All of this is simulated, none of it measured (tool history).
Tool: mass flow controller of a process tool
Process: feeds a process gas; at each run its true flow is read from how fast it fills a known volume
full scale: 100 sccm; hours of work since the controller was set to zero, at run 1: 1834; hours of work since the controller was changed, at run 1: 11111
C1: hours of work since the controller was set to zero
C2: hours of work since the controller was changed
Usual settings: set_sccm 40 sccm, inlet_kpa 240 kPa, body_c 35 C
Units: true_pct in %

{"run": 1, "hour": 0.0, "set_sccm": 40, "inlet_kpa": 240, "body_c": 35, "C1": 1834, "C2": 11111, "true_pct": 96.24}
{"run": 2, "hour": 298.4, "set_sccm": 40, "inlet_kpa": 240, "body_c": 35, "C1": 2046, "C2": 11323, "true_pct": 96.1}
{"run": 3, "hour": 564.0, "set_sccm": 40, "inlet_kpa": 240, "body_c": 33, "C1": 2234, "C2": 11511, "true_pct": 96.13}
{"run": 4, "hour": 1101.1, "set_sccm": 40, "inlet_kpa": 240, "body_c": 33, "C1": 2615, "C2": 11893, "true_pct": 96.09}
{"run": 5, "hour": 1353.0, "set_sccm": 40, "inlet_kpa": 240, "body_c": 33, "C1": 2794, "C2": 12071, "true_pct": 96.14}
{"run": 6, "hour": 1637.7, "set_sccm": 40, "inlet_kpa": 240, "body_c": 33, "C1": 2996, "C2": 12273, "true_pct": 96.05}
{"run": 7, "hour": 2125.8, "set_sccm": 40, "inlet_kpa": 240, "body_c": 33, "C1": 3342, "C2": 12620, "true_pct": 96.03}
{"run": 8, "hour": 2649.5, "set_sccm": 40, "inlet_kpa": 240, "body_c": 33, "C1": 3714, "C2": 12991, "true_pct": 95.87}
{"run": 9, "hour": 2899.0, "set_sccm": 40, "inlet_kpa": 240, "body_c": 28, "C1": 3891, "C2": 13168, "true_pct": 96.03}
{"run": 10, "hour": 3425.8, "set_sccm": 40, "inlet_kpa": 240, "body_c": 28, "C1": 4265, "C2": 13542, "true_pct": 95.95}
{"run": 11, "hour": 3760.8, "set_sccm": 16, "inlet_kpa": 240, "body_c": 28, "C1": 4502, "C2": 13780, "true_pct": 94.78}
{"run": 12, "hour": 4179.1, "set_sccm": 16, "inlet_kpa": 240, "body_c": 28, "C1": 4799, "C2": 14077, "true_pct": 94.51}
{"run": 13, "hour": 4542.3, "set_sccm": 16, "inlet_kpa": 141, "body_c": 28, "C1": 5057, "C2": 14334, "true_pct": 94.16}
{"run": 14, "hour": 5133.4, "set_sccm": 16, "inlet_kpa": 234, "body_c": 25, "C1": 5476, "C2": 14754, "true_pct": 94.44}
{"hour": 5575.5, "done": "controller exchanged for a calibrated one"}
{"run": 15, "hour": 5671.7, "set_sccm": 93, "inlet_kpa": 237, "body_c": 27, "C1": 68, "C2": 68, "true_pct": 99.64}

Forecast run 16:
{"run": 16, "hour": 6141.1, "set_sccm": 93, "inlet_kpa": 237, "body_c": 27, "C1": 401, "C2": 401, "true_pct": "?"}

true_pct: 99.63 %
Without the tool's hidden state the same run would have given true_pct 99.90 %.
